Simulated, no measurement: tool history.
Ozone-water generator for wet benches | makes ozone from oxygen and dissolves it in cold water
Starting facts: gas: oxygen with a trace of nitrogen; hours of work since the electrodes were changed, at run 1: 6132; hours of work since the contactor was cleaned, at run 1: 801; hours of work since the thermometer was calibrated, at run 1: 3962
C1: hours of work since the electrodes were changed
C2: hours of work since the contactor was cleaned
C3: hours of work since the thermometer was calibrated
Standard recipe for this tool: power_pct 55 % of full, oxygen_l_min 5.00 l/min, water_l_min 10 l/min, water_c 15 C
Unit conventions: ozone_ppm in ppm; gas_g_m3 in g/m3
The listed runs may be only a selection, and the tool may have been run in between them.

run 1 hour=0.0 | power_pct=55 oxygen_l_min=5.00 water_l_min=10 water_c=15 | C1=6132 C2=801 C3=3962 | ozone_ppm=23.9 gas_g_m3=160.0
run 2 hour=131.0 | power_pct=71 oxygen_l_min=5.00 water_l_min=10 water_c=15 | C1=6235 C2=904 C3=4065 | ozone_ppm=28.7 gas_g_m3=193.9
run 3 hour=235.7 | power_pct=63 oxygen_l_min=5.00 water_l_min=10 water_c=15 | C1=6317 C2=986 C3=4147 | ozone_ppm=26.3 gas_g_m3=177.9
run 4 hour=353.7 | power_pct=43 oxygen_l_min=5.00 water_l_min=10 water_c=15 | C1=6410 C2=1079 C3=4240 | ozone_ppm=19.8 gas_g_m3=133.7
run 5 hour=504.6 | power_pct=55 oxygen_l_min=5.00 water_l_min=10 water_c=15 | C1=6528 C2=1197 C3=4358 | ozone_ppm=23.8 gas_g_m3=160.0
run 6 hour=681.2 | power_pct=55 oxygen_l_min=5.00 water_l_min=10 water_c=15 | C1=6667 C2=1336 C3=4497 | ozone_ppm=24.0 gas_g_m3=160.7
run 7 hour=856.3 | power_pct=55 oxygen_l_min=5.00 water_l_min=10 water_c=15 | C1=6804 C2=1473 C3=4634 | ozone_ppm=23.9 gas_g_m3=161.9
run 8 hour=947.3 | power_pct=55 oxygen_l_min=5.00 water_l_min=10 water_c=15 | C1=6875 C2=1545 C3=4706 | ozone_ppm=24.0 gas_g_m3=160.6
run 9 hour=1035.0 | power_pct=55 oxygen_l_min=5.00 water_l_min=10 water_c=15 | C1=6944 C2=1614 C3=4774 | ozone_ppm=23.6 gas_g_m3=160.5
run 10 hour=1228.5 | power_pct=55 oxygen_l_min=5.00 water_l_min=9 water_c=15 | C1=7096 C2=1765 C3=4926 | ozone_ppm=25.3 gas_g_m3=159.6
run 11 hour=1417.3 | power_pct=55 oxygen_l_min=5.00 water_l_min=9 water_c=15 | C1=7244 C2=1914 C3=5074 | ozone_ppm=25.6 gas_g_m3=160.5
run 12 hour=1518.2 | power_pct=43 oxygen_l_min=7.15 water_l_min=10 water_c=20 | C1=7323 C2=1993 C3=5154 | ozone_ppm=17.7 gas_g_m3=117.7
run 13 hour=1622.0 | power_pct=43 oxygen_l_min=4.30 water_l_min=12 water_c=20 | C1=7405 C2=2074 C3=5235 | ozone_ppm=15.8 gas_g_m3=139.9
run 14 hour=1791.0 | power_pct=49 oxygen_l_min=3.98 water_l_min=8 water_c=16 | C1=7538 C2=2207 C3=5368 | ozone_ppm=24.4 gas_g_m3=159.1
run 15 hour=1921.8 | power_pct=49 oxygen_l_min=3.98 water_l_min=8 water_c=16 | C1=7640 C2=2310 C3=5470 | ozone_ppm=24.3 gas_g_m3=160.2
run 16 hour=2030.7 | power_pct=49 oxygen_l_min=3.98 water_l_min=8 water_c=16 | C1=7726 C2=2395 C3=5556 | ozone_ppm=24.1 gas_g_m3=160.6
run 17 hour=2152.5 | power_pct=49 oxygen_l_min=3.98 water_l_min=8 water_c=16 | C1=7821 C2=2491 C3=5651 | ozone_ppm=24.0 gas_g_m3=159.8
run 18 hour=2254.7 | power_pct=63 oxygen_l_min=4.70 water_l_min=8 water_c=9 | C1=7901 C2=2571 C3=5732 | ozone_ppm=34.0 gas_g_m3=181.3
run 19 hour=2414.1 | power_pct=63 oxygen_l_min=3.35 water_l_min=13 water_c=19 | C1=8026 C2=2696 C3=5857 | ozone_ppm=19.9 gas_g_m3=207.3

Here are 3 independent what-if runs from the current tool condition. What would each one return?
-- hour=2505.7 water thermometer calibrated
run A hour=2581.2 | power_pct=45 oxygen_l_min=5.00 water_l_min=10 water_c=10 | C1=8157 C2=2826 C3=59 | ozone_ppm=? gas_g_m3=?
-- hour=2505.7 water thermometer calibrated
run B hour=2581.2 | power_pct=41 oxygen_l_min=3.35 water_l_min=14 water_c=10 | C1=8157 C2=2826 C3=59 | ozone_ppm=? gas_g_m3=?
-- hour=2505.7 water thermometer calibrated
run C hour=2581.2 | power_pct=72 oxygen_l_min=8.96 water_l_min=7 water_c=19 | C1=8157 C2=2826 C3=59 | ozone_ppm=? gas_g_m3=?

run=A ozone_ppm=22.4 gas_g_m3=137.9
run=B ozone_ppm=14.9 gas_g_m3=148.3
run=C ozone_ppm=30.3 gas_g_m3=157.3
What these runs would have given with no unlogged condition in the tool:
run=A ozone_ppm=22.4 gas_g_m3=138.0
run=B ozone_ppm=14.9 gas_g_m3=148.3
run=C ozone_ppm=30.3 gas_g_m3=157.5
